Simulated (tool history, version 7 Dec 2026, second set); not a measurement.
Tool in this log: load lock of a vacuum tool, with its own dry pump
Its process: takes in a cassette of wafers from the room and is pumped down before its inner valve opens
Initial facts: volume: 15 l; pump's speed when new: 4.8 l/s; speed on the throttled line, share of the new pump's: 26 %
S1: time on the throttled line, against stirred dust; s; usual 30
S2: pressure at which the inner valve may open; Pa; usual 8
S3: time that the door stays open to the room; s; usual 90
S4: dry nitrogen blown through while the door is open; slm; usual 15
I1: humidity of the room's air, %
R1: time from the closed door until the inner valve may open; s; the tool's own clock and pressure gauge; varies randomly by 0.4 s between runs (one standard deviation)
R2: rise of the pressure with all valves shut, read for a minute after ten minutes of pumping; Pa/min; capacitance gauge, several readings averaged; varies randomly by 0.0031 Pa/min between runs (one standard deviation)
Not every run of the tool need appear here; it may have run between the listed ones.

run    hour  S1  S2   S3  S4    I1    R1     R2
  1       0  30   8   90  15  45.1  52.5  0.336
  2    46.9  16   8   90  15    45  42.2   0.34
  3    96.5  56   8   90  15  43.8  71.3   0.34
  4   142.4  56   8   90  15  47.8  71.3  0.343
  5   192.7  30  13   90  15  43.9  50.3  0.344
  6   236.8  30  13   90  15  49.8  50.9  0.358
  7   301.8  30  13   90  15  44.1    51  0.355
  8   344.6  30   8   89  15  48.1  52.5   0.36
  9   428.3  30  12   90  15  45.9  51.2  0.358
 10   480.4  45   8   90  15  44.9  63.6  0.372
 11   548.9  45   8   90  15  42.8  63.3  0.369
 12   598.5  45   8   90  15  46.1  63.7  0.373
 13   679.8  45   8   90  15    44  63.3  0.392
 14   763.3  30   8   90  15  45.3  52.6  0.395
 15   829.5  30   8   90  15  45.2  53.5  0.402
 16   916.8  30   8   90  15  46.6  52.9  0.416
 17  1006.3  30   8   90  15  47.5  52.8  0.422
 18  1054.5  30   8   90  15  44.6  52.4  0.422
 19  1144.7  49   9   44  20  43.4  65.9  0.397
 20  1221.6  49   9   44  20  44.9  66.2  0.402
 21  1298.9  16   8  173  10  42.8  43.1   0.48
 22  1339.5  29  10   29   5  45.6  50.6  0.421
 23    1403  30  12  154  30  45.1  50.6  0.446
 24  1475.1  30  12  154  30  45.8  51.9  0.455

Estimate the outcome of run 25 from the log above:
 25  1550.7  30  12  229  30  46.9   ?   ?

R1: 52.1 s
R2: 0.481 Pa/min
With the hidden condition absent and the run-to-run variation left alone, this run would have shown R1 51.2 s, R2 0.101 Pa/min.

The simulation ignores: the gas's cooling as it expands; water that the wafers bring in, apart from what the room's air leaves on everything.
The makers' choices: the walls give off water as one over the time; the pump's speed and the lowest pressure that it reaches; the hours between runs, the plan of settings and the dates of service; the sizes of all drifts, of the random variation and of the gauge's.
